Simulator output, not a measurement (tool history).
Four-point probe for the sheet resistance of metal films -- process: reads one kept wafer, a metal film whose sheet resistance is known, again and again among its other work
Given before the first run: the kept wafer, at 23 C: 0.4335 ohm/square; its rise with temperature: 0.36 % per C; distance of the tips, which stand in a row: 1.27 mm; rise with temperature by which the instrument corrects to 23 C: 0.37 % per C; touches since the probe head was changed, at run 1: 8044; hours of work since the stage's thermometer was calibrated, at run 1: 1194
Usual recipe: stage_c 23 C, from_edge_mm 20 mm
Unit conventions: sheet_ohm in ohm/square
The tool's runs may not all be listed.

run,hour,stage_c,from_edge_mm,touches since the probe head was changed,hours of work since the stage's thermometer was calibrated,sheet_ohm
1,0.0,23,20,8044,1194,0.434329
2,24.5,23,20,8537,1208,0.434413
3,37.7,23,20,8804,1215,0.434275
4,54.7,23,20,9147,1224,0.434539
5,79.4,23,20,9644,1238,0.434444
6,106.1,23,3,10184,1252,0.471318
7,124.9,23,20,10562,1262,0.434343
8,153.4,23,3,11137,1278,0.471477
# hour 155.4: stage's thermometer calibrated
9,177.1,23,3,11604,12,0.471786
10,207.4,23,3,12215,28,0.472045
11,238.9,23,20,12850,45,0.435070
# hour 243.4: stage's thermometer calibrated, once more
12,258.3,23,20,13231,8,0.433800
13,273.4,23,20,13535,16,0.433793
14,296.9,33,4,14009,29,0.454495
15,328.4,26,4,14644,46,0.454913
16,342.0,26,4,14917,54,0.455070
17,363.7,27,21,15357,65,0.433607
18,384.9,28,20,15783,77,0.433628
19,406.8,28,20,16224,89,0.433622
20,427.7,23,19,16646,100,0.433807
21,457.5,31,18,17247,117,0.433606
22,474.7,20,43,17593,126,0.433214
23,489.1,23,13,17885,134,0.435191
24,518.9,21,50,18484,150,0.433296
25,537.8,23,4,18866,160,0.455140

Alternative continuations, all from the tool just after run 25; predict every row:
A,564.9,20,12,19412,175,?
B,564.9,28,4,19412,175,?
C,564.9,22,40,19412,175,?
D,564.9,30,4,19412,175,?
E,564.9,29,5,19412,175,?

run,sheet_ohm
A,0.435779
B,0.454885
C,0.433406
D,0.454835
E,0.447198
With no hidden state in the tool, these same runs would have given:
run,sheet_ohm
A,0.436271
B,0.455399
C,0.433896
D,0.455350
E,0.447704

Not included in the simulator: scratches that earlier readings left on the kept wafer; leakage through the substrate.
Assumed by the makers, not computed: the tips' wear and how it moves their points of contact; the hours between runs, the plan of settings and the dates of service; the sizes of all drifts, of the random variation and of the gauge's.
